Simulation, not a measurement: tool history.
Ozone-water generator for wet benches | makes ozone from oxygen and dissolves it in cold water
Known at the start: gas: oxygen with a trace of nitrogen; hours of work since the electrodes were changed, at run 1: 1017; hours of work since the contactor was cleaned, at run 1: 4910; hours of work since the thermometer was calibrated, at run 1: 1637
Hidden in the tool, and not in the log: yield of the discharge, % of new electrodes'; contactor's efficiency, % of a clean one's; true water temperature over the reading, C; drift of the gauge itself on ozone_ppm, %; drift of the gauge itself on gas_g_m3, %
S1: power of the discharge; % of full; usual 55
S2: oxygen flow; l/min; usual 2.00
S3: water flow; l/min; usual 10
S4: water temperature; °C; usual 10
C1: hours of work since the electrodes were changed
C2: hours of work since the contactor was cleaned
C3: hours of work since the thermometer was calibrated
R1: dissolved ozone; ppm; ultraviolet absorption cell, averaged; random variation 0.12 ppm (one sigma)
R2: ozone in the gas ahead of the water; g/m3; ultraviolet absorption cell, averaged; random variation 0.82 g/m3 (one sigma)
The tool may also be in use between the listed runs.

run    hour  S1    S2  S3  S4    C1    C2    C3    R1     R2
  1     0.0  55  2.00  10  10  1017  4910  1637   9.5  129.3
  2    67.6  55  2.00  10  10  1070  4963  1690   9.6  128.9
  3   141.2  55  2.00   8  10  1128  5021  1748  12.1  128.2
  4   205.9  55  2.00   8  10  1178  5071  1799  12.4  128.4
  5   244.0  55  2.00   8  10  1208  5101  1828  12.3  128.9
  6   281.9  55  2.00   8  10  1238  5131  1858  12.2  128.8
  7   326.4  55  2.00   8  10  1273  5166  1893  12.2  128.3
  8   363.9  55  2.00   8  10  1302  5195  1922  11.9  127.8
  9   421.8  55  2.00  10  10  1348  5240  1968   9.6  128.2
 10   492.8  55  2.00  10  10  1403  5296  2023   9.5  128.5
 11   553.4  55  2.00  10  10  1451  5343  2071   9.8  129.3
 12   596.3  55  2.00  10  10  1484  5377  2104   9.6  127.2
 13   648.7  55  2.00  10  10  1525  5418  2145   9.7  128.7
 14   698.1  46  2.00  10  10  1564  5457  2184   8.4  110.3
 15   752.6  55  2.00  10  10  1607  5499  2227   9.7  128.3
 16   783.6  55  2.00  10  10  1631  5524  2251   9.5  128.3
 17   849.5  55  2.00  10  10  1682  5575  2303   9.4  127.8
 18   897.5  55  1.92  10  10  1720  5613  2340   9.2  132.3
 19   932.2  55  1.92  10  10  1747  5640  2367   9.7  131.9
 20   965.8  55  2.41  10   6  1773  5666  2394  10.2  112.9
 21  1024.1  55  2.00   7  10  1819  5712  2439  13.9  127.7
 22  1086.2  55  2.00  12   9  1868  5761  2488   7.8  127.7
 23  1119.5  55  1.02  10  10  1894  5787  2514   9.1  201.3
 24  1184.6  76  1.95  10  11  1945  5838  2565  12.4  169.8
 25  1254.0  76  2.16  10   8  1999  5892  2619  12.8  159.1
 26  1301.6  76  2.16  10   8  2036  5929  2656  12.6  158.0
 27  1331.6  76  2.16  10   8  2060  5953  2680  12.6  158.1
     1382.0  -- contactor cleaned
 28  1395.9  76  2.16  10   8  2107    11  2727  13.1  158.7
 29  1463.8  55  3.23   8  10  2160    64  2780  11.8   93.4
 30  1511.4  55  3.23   8  10  2197   101  2818  12.0   92.8
 31  1573.9  55  3.53   9  10  2246   150  2867  10.6   87.4
 32  1641.6  55  3.53   9  10  2299   203  2920  10.4   87.1

Some steps in R1 between neighbouring runs. How much of each would the tool show without its hidden state too (settings, what came in, random variation), and how much is left for the hidden state, with any gauge scatter that isn't in both results?
Run 8 -> 9: S3 8 -> 10. R1 -2.3 ppm: hidden state +0.2, all else -2.5.
Run 20 -> 21: S2 2.41 -> 2.00, S3 10 -> 7, S4 6 -> 10. R1 +3.7 ppm: hidden state -0.2, all else +3.9.
Run 21 -> 22: S3 7 -> 12, S4 10 -> 9. R1 -6.1 ppm: hidden state +0.2, all else -6.3.
Run 23 -> 24: S1 55 -> 76, S2 1.02 -> 1.95, S4 10 -> 11. R1 +3.3 ppm: hidden state -0.3, all else +3.6.
Run 27 -> 28: contactor cleaned. R1 +0.5 ppm: hidden state +0.5, all else +0.0.

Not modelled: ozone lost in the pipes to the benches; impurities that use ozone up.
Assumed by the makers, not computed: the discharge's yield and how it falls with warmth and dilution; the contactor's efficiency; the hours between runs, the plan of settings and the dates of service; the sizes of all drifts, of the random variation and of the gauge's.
